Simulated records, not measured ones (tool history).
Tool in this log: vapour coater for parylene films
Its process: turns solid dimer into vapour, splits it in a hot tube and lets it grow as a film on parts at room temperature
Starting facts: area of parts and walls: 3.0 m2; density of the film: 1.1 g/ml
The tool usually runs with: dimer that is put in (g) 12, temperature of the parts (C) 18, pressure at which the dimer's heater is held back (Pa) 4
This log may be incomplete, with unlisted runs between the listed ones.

run	hour	dimer that is put in (g)	temperature of the parts (C)	pressure at which the dimer's heater is held back (Pa)	thickness of the film (µm)
1	0	12	18	4	1.59
2	10.3	12	18	4	1.58
3	30.6	12	26	4	1.1
4	48.2	12	18	4	1.57
5	57.4	12	18	4	1.57
6	72.6	12	18	2.19	1.62
7	86	12	18	2.19	1.61
8	98.5	9	18	4	1.17
9	111.3	9	18	4	1.16
10	129.8	21	18	4	2.71
11	143.1	21	18	4	2.68
12	162.2	21	18	4	2.67
13	172.3	12	18	4	1.54
14	188	12	18	4	1.51
15	207.8	12	18	4	1.53
16	216.5	12	18	4	1.54
17	230.8	12	18	4	1.51
18	251.3	12	29	4	0.92
19	269.8	12	29	4	0.91
20	279.5	5	18	4	0.62
21	302.1	12	25	4	1.22
22	315.8	12	18	7.74	1.63
23	336.4	12	18	7.74	1.6
24	353.6	12	18	7.74	1.59
25	366.1	12	18	7.74	1.62
26	385.6	22	11	2.77	4.24
27	399.1	12	11	8.57	2.2
28	420.2	18	13	4	3.06
29	438.9	18	13	4	3.02
30	456.7	13	11	4	2.38
31	474.6	8	24	3.7	0.81
32	485	8	16	4	1.17
33	498.1	11	16	4	1.61
34	518.3	14	15	4.55	2.21
35	531.3	7	14	10.63	1.11
36	552.1	7	14	10.63	1.1
37	566.8	16	28	4	1.41
38	579.5	14	18	3.8	1.96
39	595.8	14	18	3.8	1.92
40	612.9	14	18	3.8	1.92
41	624.9	11	18	3.73	1.49
42	636	12	23	6.45	1.26
43	655.3	12	11	7.42	2.15
44	665	7	18	4.6	0.95
45	675.7	19	14	7.89	2.98
46	685.1	19	14	7.89	2.93
47	703.5	20	15	3.7	3.08
48	719.7	6	27	4	0.54

Between the runs listed above, the log contained 3 entries, not reproduced here. Where in the sequence does each belong, and how does what the log doesn't record of the tool's condition differ from the listed run before to the listed run after?
Logged between run 20 and run 21: trap's valve overhauled (hour 284.4)
  vapour lost through the trap's worn valve, %: 12.4 -> 0.7; true temperature of the parts over the reading, C: 0.39 -> 0.41
  measured value less the no-hidden-state value, thickness of the film (µm): -0.1 -> -0.03
Logged between run 27 and run 28: table's thermometer calibrated (hour 401.4)
  vapour lost through the trap's worn valve, %: 2.2 -> 2.5; true temperature of the parts over the reading, C: 0.54 -> 0.87
  measured value less the no-hidden-state value, thickness of the film (µm): -0.1 -> -0.2
Logged between run 33 and run 34: table's thermometer calibrated, once more (hour 518.2)
  vapour lost through the trap's worn valve, %: 3.7 -> 4; true temperature of the parts over the reading, C: 0.97 -> -0.12
  measured value less the no-hidden-state value, thickness of the film (µm): -0.14 -> -0.08
